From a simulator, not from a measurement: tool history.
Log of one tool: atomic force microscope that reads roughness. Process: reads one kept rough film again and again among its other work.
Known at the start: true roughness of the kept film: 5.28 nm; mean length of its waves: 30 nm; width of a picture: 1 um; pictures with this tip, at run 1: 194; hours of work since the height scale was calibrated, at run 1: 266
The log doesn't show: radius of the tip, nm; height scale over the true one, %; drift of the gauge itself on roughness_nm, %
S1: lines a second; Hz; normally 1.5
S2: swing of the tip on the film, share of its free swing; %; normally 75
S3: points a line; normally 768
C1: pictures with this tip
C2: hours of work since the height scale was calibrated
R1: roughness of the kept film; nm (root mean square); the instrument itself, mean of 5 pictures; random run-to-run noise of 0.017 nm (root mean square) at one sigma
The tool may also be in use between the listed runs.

Run 1, hour 0: usual settings; C1 194; C2 266. Result: R1 4.117 nm (root mean square).
Run 2, hour 9.6: usual settings; C1 209; C2 273. Result: R1 4.128 nm (root mean square).
Run 3, hour 24.8: usual settings; C1 234; C2 282. Result: R1 4.118 nm (root mean square).
Run 4, hour 37: usual settings; C1 254; C2 290. Result: R1 4.132 nm (root mean square).
Run 5, hour 51.6: usual settings but S3 270; C1 278; C2 300. Result: R1 4.079 nm (root mean square).
Run 6, hour 60.4: usual settings but S3 515; C1 292; C2 305. Result: R1 4.082 nm (root mean square).
Run 7, hour 67.9: usual settings but S3 515; C1 304; C2 310. Result: R1 4.114 nm (root mean square).
Run 8, hour 82.4: usual settings; C1 328; C2 320. Result: R1 4.116 nm (root mean square).
At hour 98.3: new tip fitted.
Run 9, hour 100: usual settings; C1 3; C2 331. Result: R1 4.131 nm (root mean square).
Run 10, hour 108.9: usual settings; C1 17; C2 336. Result: R1 4.173 nm (root mean square).
Run 11, hour 127.1: usual settings; C1 46; C2 348. Result: R1 4.125 nm (root mean square).
Run 12, hour 136.6: usual settings but S2 66 %; C1 62; C2 354. Result: R1 4.201 nm (root mean square).
Run 13, hour 145.4: usual settings but S2 86 %, S3 487; C1 76; C2 360. Result: R1 4.013 nm (root mean square).
Run 14, hour 160.1: usual settings but S1 1.22 Hz, S2 56 %, S3 267; C1 100; C2 370. Result: R1 4.166 nm (root mean square).
Run 15, hour 175.8: usual settings but S1 1.22 Hz, S2 56 %, S3 267; C1 126; C2 380. Result: R1 4.212 nm (root mean square).
Run 16, hour 186.8: usual settings but S1 1.47 Hz, S2 63 %; C1 144; C2 387. Result: R1 4.211 nm (root mean square).
Run 17, hour 198.1: usual settings but S1 0.53 Hz, S2 64 %, S3 647; C1 162; C2 394. Result: R1 4.246 nm (root mean square).
Run 18, hour 216.4: usual settings but S1 0.53 Hz, S2 64 %, S3 647; C1 192; C2 406. Result: R1 4.237 nm (root mean square).
Run 19, hour 232.6: usual settings but S1 2.92 Hz; C1 218; C2 416. Result: R1 4.006 nm (root mean square).
Run 20, hour 249.6: usual settings but S1 2.92 Hz; C1 246; C2 427. Result: R1 3.994 nm (root mean square).
Run 21, hour 258.2: usual settings but S1 0.55 Hz, S2 71 %, S3 884; C1 260; C2 433. Result: R1 4.252 nm (root mean square).

Branching from run 21: 3 alternative next runs. What would each branch give?
Run A, hour 273.1: usual settings but S1 1.3 Hz, S2 84 %, S3 592; C1 284; C2 443. Result: R1 ?.
Run B, hour 273.1: usual settings but S1 0.56 Hz; C1 284; C2 443. Result: R1 ?.
Run C, hour 273.1: usual settings but S3 362; C1 284; C2 443. Result: R1 ?.

run     R1
  A  4.066
  B  4.222
  C  4.088
Without the tool's unlogged condition, the same runs would have read:
run     R1
  A  4.085
  B  4.241
  C  4.106
